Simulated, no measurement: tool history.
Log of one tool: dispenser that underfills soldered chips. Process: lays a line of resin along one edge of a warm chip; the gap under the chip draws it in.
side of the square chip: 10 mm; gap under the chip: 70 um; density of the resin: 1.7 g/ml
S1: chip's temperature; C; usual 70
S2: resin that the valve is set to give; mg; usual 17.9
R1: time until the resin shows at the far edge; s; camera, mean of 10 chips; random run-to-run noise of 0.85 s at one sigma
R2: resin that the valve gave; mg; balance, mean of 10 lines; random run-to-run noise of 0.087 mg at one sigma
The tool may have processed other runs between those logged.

run    day  S1    S2     R1     R2
  1  0.000  70  17.9   82.8  17.78
     0.379  -- new syringe of resin
  2  0.600  77  17.9   70.4  17.78
     0.817  -- new syringe of resin
     1.258  -- new syringe of resin
  3  1.312  70  19.8   75.9  19.54
  4  1.658  70  16.3  110.0  16.10
     1.725  -- new syringe of resin
     2.154  -- new syringe of resin
  5  2.238  81  17.9   53.6  17.62
     2.608  -- new syringe of resin
  6  2.917  81  17.9   64.7  17.45
     3.038  -- new syringe of resin
     3.462  -- new syringe of resin
  7  3.538  70  23.2   75.2  22.68
     3.900  -- new syringe of resin
  8  4.046  70  17.9   87.3  17.32
     4.321  -- new syringe of resin
     4.746  -- new syringe of resin
  9  4.746  77  15.6   56.7  14.90
     5.196  -- new syringe of resin
 10  5.229  62  16.6  106.9  15.92
     5.638  -- new syringe of resin
 11  5.750  62  16.6  115.3  15.95
     6.071  -- new syringe of resin
     6.188  -- dispensing valve cleaned and set on the balance
 12  6.300  80  20.7   59.1  20.57
     6.562  -- new syringe of resin
 13  6.800  77  16.6   69.6  16.52
     7.017  -- new syringe of resin
     7.462  -- new syringe of resin
 14  7.492  85  15.8   43.3  15.63
     7.908  -- new syringe of resin
 15  8.162  67  17.1  103.2  16.89

Branching from run 15: 5 alternative next runs. What would each branch give?
     8.362  -- new syringe of resin
  A  8.688  75  17.3   ?   ?
     8.362  -- new syringe of resin
  B  8.688  72  19.0   ?   ?
     8.362  -- new syringe of resin
  C  8.688  62  19.2   ?   ?
     8.362  -- new syringe of resin
  D  8.688  62  16.1   ?   ?
     8.362  -- new syringe of resin
  E  8.688  72  17.1   ?   ?

run     R1     R2
  A   80.5  16.99
  B   89.7  18.93
  C  132.2  18.86
  D  138.9  15.71
  E   91.5  16.74
With no hidden state in the tool, these same runs would have given:
run     R1     R2
  A   65.0  17.30
  B   72.8  19.27
  C  107.8  19.21
  D  113.1  16.00
  E   74.1  17.04

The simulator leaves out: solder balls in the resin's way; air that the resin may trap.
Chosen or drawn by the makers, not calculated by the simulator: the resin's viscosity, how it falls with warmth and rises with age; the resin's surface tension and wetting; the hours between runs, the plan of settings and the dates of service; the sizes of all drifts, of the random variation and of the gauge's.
